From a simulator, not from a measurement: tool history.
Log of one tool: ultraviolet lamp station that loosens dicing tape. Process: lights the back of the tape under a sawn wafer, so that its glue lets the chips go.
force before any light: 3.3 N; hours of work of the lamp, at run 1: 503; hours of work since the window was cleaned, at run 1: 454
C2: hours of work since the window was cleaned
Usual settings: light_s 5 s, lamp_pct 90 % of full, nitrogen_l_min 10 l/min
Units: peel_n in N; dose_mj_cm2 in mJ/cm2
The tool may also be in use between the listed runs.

Run 1, hour 0: usual settings; hours of work of the lamp 503; C2 454. Result: peel_n 0.343 N, dose_mj_cm2 296 mJ/cm2.
Run 2, hour 51.5: usual settings but lamp_pct 72 % of full; hours of work of the lamp 524; C2 476. Result: peel_n 0.505 N, dose_mj_cm2 232 mJ/cm2.
Run 3, hour 126.2: usual settings but nitrogen_l_min 6 l/min; hours of work of the lamp 555; C2 506. Result: peel_n 0.532 N, dose_mj_cm2 287 mJ/cm2.
Run 4, hour 156.4: usual settings but nitrogen_l_min 6 l/min; hours of work of the lamp 567; C2 519. Result: peel_n 0.531 N, dose_mj_cm2 283 mJ/cm2.
Run 5, hour 193.1: usual settings; hours of work of the lamp 582; C2 534. Result: peel_n 0.371 N, dose_mj_cm2 275 mJ/cm2.
Run 6, hour 246.2: usual settings but lamp_pct 76 % of full, nitrogen_l_min 15 l/min; hours of work of the lamp 604; C2 555. Result: peel_n 0.436 N, dose_mj_cm2 236 mJ/cm2.
At hour 251.6: window cleaned of glue's vapour.
Run 7, hour 287: usual settings but lamp_pct 97 % of full, nitrogen_l_min 19 l/min; hours of work of the lamp 621; C2 15. Result: peel_n 0.262 N, dose_mj_cm2 276 mJ/cm2.
Run 8, hour 358: usual settings but light_s 7 s, lamp_pct 100 % of full, nitrogen_l_min 5 l/min; hours of work of the lamp 650; C2 44. Result: peel_n 0.347 N, dose_mj_cm2 385 mJ/cm2.
Run 9, hour 402.4: usual settings but lamp_pct 100 % of full, nitrogen_l_min 5 l/min; hours of work of the lamp 668; C2 62. Result: peel_n 0.62 N, dose_mj_cm2 276 mJ/cm2.
Run 10, hour 476.5: usual settings but lamp_pct 100 % of full, nitrogen_l_min 5 l/min; hours of work of the lamp 699; C2 92. Result: peel_n 0.64 N, dose_mj_cm2 268 mJ/cm2.

4 ways to go on from here, each from the tool as it stands after run 10. What would each give?
Run A, hour 531.9: usual settings but lamp_pct 71 % of full; hours of work of the lamp 721; C2 115. Result: peel_n ?, dose_mj_cm2 ?.
Run B, hour 531.9: usual settings but light_s 7 s; hours of work of the lamp 721; C2 115. Result: peel_n ?, dose_mj_cm2 ?.
Run C, hour 531.9: usual settings but light_s 8 s, lamp_pct 92 % of full, nitrogen_l_min 8 l/min; hours of work of the lamp 721; C2 115. Result: peel_n ?, dose_mj_cm2 ?.
Run D, hour 531.9: usual settings but lamp_pct 61 % of full; hours of work of the lamp 721; C2 115. Result: peel_n ?, dose_mj_cm2 ?.

run  peel_n  dose_mj_cm2
  A    0.75          187
  B    0.28          336
  C   0.246          386
  D   0.858          162
Without the tool's hidden state the same runs would have given:
run  peel_n  dose_mj_cm2
  A   0.318          318
  B   0.132          569
  C   0.121          657
  D   0.379          275

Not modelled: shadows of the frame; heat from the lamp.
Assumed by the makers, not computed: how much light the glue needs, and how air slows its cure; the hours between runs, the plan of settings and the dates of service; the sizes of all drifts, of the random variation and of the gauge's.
